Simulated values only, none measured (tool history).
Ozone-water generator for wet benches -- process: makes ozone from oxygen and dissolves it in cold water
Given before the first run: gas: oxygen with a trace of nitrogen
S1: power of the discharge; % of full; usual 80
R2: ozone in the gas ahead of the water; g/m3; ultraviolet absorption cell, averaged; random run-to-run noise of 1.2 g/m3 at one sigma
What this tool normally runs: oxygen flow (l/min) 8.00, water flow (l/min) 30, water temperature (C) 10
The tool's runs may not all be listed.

{"run": 1, "hour": 0.0, "S1": 80, "oxygen flow (l/min)": 8.0, "water flow (l/min)": 30, "water temperature (C)": 10, "dissolved ozone (ppm)": 23.8, "R2": 214.0}
{"run": 2, "hour": 17.7, "S1": 80, "oxygen flow (l/min)": 8.0, "water flow (l/min)": 40, "water temperature (C)": 10, "dissolved ozone (ppm)": 18.2, "R2": 211.0}
{"run": 3, "hour": 45.9, "S1": 80, "oxygen flow (l/min)": 8.0, "water flow (l/min)": 35, "water temperature (C)": 10, "dissolved ozone (ppm)": 20.7, "R2": 212.8}
{"run": 4, "hour": 61.6, "S1": 80, "oxygen flow (l/min)": 8.0, "water flow (l/min)": 30, "water temperature (C)": 10, "dissolved ozone (ppm)": 23.5, "R2": 209.6}
{"run": 5, "hour": 82.5, "S1": 80, "oxygen flow (l/min)": 8.0, "water flow (l/min)": 30, "water temperature (C)": 10, "dissolved ozone (ppm)": 23.8, "R2": 211.9}
{"run": 6, "hour": 99.5, "S1": 80, "oxygen flow (l/min)": 8.0, "water flow (l/min)": 25, "water temperature (C)": 10, "dissolved ozone (ppm)": 27.8, "R2": 210.5}
{"run": 7, "hour": 122.8, "S1": 80, "oxygen flow (l/min)": 8.0, "water flow (l/min)": 25, "water temperature (C)": 10, "dissolved ozone (ppm)": 27.2, "R2": 210.1}
{"run": 8, "hour": 148.6, "S1": 80, "oxygen flow (l/min)": 8.0, "water flow (l/min)": 30, "water temperature (C)": 10, "dissolved ozone (ppm)": 23.7, "R2": 211.2}
{"run": 9, "hour": 177.4, "S1": 80, "oxygen flow (l/min)": 8.0, "water flow (l/min)": 30, "water temperature (C)": 10, "dissolved ozone (ppm)": 23.5, "R2": 208.7}
{"run": 10, "hour": 193.0, "S1": 80, "oxygen flow (l/min)": 8.0, "water flow (l/min)": 30, "water temperature (C)": 10, "dissolved ozone (ppm)": 23.4, "R2": 209.0}
{"run": 11, "hour": 210.8, "S1": 80, "oxygen flow (l/min)": 8.0, "water flow (l/min)": 30, "water temperature (C)": 8, "dissolved ozone (ppm)": 23.9, "R2": 210.8}
{"run": 12, "hour": 240.1, "S1": 80, "oxygen flow (l/min)": 8.0, "water flow (l/min)": 30, "water temperature (C)": 8, "dissolved ozone (ppm)": 24.2, "R2": 207.4}
{"run": 13, "hour": 259.2, "S1": 80, "oxygen flow (l/min)": 8.0, "water flow (l/min)": 30, "water temperature (C)": 10, "dissolved ozone (ppm)": 23.5, "R2": 207.2}
{"run": 14, "hour": 290.5, "S1": 54, "oxygen flow (l/min)": 8.0, "water flow (l/min)": 30, "water temperature (C)": 10, "dissolved ozone (ppm)": 16.4, "R2": 145.9}
{"run": 15, "hour": 306.4, "S1": 80, "oxygen flow (l/min)": 8.0, "water flow (l/min)": 30, "water temperature (C)": 10, "dissolved ozone (ppm)": 23.4, "R2": 206.7}
{"run": 16, "hour": 330.9, "S1": 83, "oxygen flow (l/min)": 9.38, "water flow (l/min)": 22, "water temperature (C)": 12, "dissolved ozone (ppm)": 29.3, "R2": 194.8}
{"run": 17, "hour": 361.1, "S1": 93, "oxygen flow (l/min)": 9.38, "water flow (l/min)": 22, "water temperature (C)": 11, "dissolved ozone (ppm)": 33.7, "R2": 215.2}
{"run": 18, "hour": 374.5, "S1": 80, "oxygen flow (l/min)": 7.28, "water flow (l/min)": 28, "water temperature (C)": 10, "dissolved ozone (ppm)": 24.9, "R2": 218.0}
{"hour": 377.4, "done": "gauge calibrated"}
{"run": 19, "hour": 403.1, "S1": 80, "oxygen flow (l/min)": 7.28, "water flow (l/min)": 28, "water temperature (C)": 10, "dissolved ozone (ppm)": 25.0, "R2": 225.7}
{"run": 20, "hour": 426.9, "S1": 80, "oxygen flow (l/min)": 7.28, "water flow (l/min)": 28, "water temperature (C)": 10, "dissolved ozone (ppm)": 25.4, "R2": 227.8}
{"run": 21, "hour": 458.2, "S1": 71, "oxygen flow (l/min)": 11.4, "water flow (l/min)": 23, "water temperature (C)": 6, "dissolved ozone (ppm)": 26.6, "R2": 151.6}
{"run": 22, "hour": 474.2, "S1": 71, "oxygen flow (l/min)": 11.4, "water flow (l/min)": 23, "water temperature (C)": 6, "dissolved ozone (ppm)": 26.7, "R2": 149.6}
{"run": 23, "hour": 504.4, "S1": 71, "oxygen flow (l/min)": 9.74, "water flow (l/min)": 38, "water temperature (C)": 6, "dissolved ozone (ppm)": 17.9, "R2": 165.2}
{"run": 24, "hour": 532.3, "S1": 71, "oxygen flow (l/min)": 9.74, "water flow (l/min)": 20, "water temperature (C)": 17, "dissolved ozone (ppm)": 24.7, "R2": 163.7}
{"run": 25, "hour": 563.1, "S1": 80, "oxygen flow (l/min)": 4.03, "water flow (l/min)": 30, "water temperature (C)": 10, "dissolved ozone (ppm)": 22.7, "R2": 329.3}
{"run": 26, "hour": 585.8, "S1": 51, "oxygen flow (l/min)": 8.62, "water flow (l/min)": 29, "water temperature (C)": 15, "dissolved ozone (ppm)": 15.0, "R2": 132.1}
{"run": 27, "hour": 616.8, "S1": 55, "oxygen flow (l/min)": 10.1, "water flow (l/min)": 20, "water temperature (C)": 15, "dissolved ozone (ppm)": 20.0, "R2": 126.4}
{"run": 28, "hour": 642.0, "S1": 68, "oxygen flow (l/min)": 11.76, "water flow (l/min)": 20, "water temperature (C)": 8, "dissolved ozone (ppm)": 26.9, "R2": 139.5}
{"run": 29, "hour": 655.9, "S1": 80, "oxygen flow (l/min)": 8.0, "water flow (l/min)": 30, "water temperature (C)": 8, "dissolved ozone (ppm)": 24.0, "R2": 210.0}

Measured minus without-hidden-state, run by run (identical run-to-run variation in each term; gauge scatter may differ):
Hidden state present: yield of the discharge, % of new electrodes'; contactor's efficiency, % of a clean one's; true water temperature over the reading, C; drift of the gauge itself on ozone_ppm, %; drift of the gauge itself on gas_g_m3, %.
run=1 R2=+0.0
run=2 R2=-0.3
run=3 R2=-0.8
run=4 R2=-1.0
run=5 R2=-1.4
run=6 R2=-1.6
run=7 R2=-2.0
run=8 R2=-2.4
run=9 R2=-2.8
run=10 R2=-3.1
run=11 R2=-3.4
run=12 R2=-3.9
run=13 R2=-4.2
run=14 R2=-3.3
run=15 R2=-4.9
run=16 R2=-5.0
run=17 R2=-6.0
run=18 R2=-6.3
run=19 R2=-0.5
run=20 R2=-0.9
run=21 R2=-1.0
run=22 R2=-1.2
run=23 R2=-1.6
run=24 R2=-2.0
run=25 R2=-4.7
run=26 R2=-2.1
run=27 R2=-2.3
run=28 R2=-2.8
run=29 R2=-4.6
dissolved ozone (ppm): at most 0.1 away from the measurement, every run.
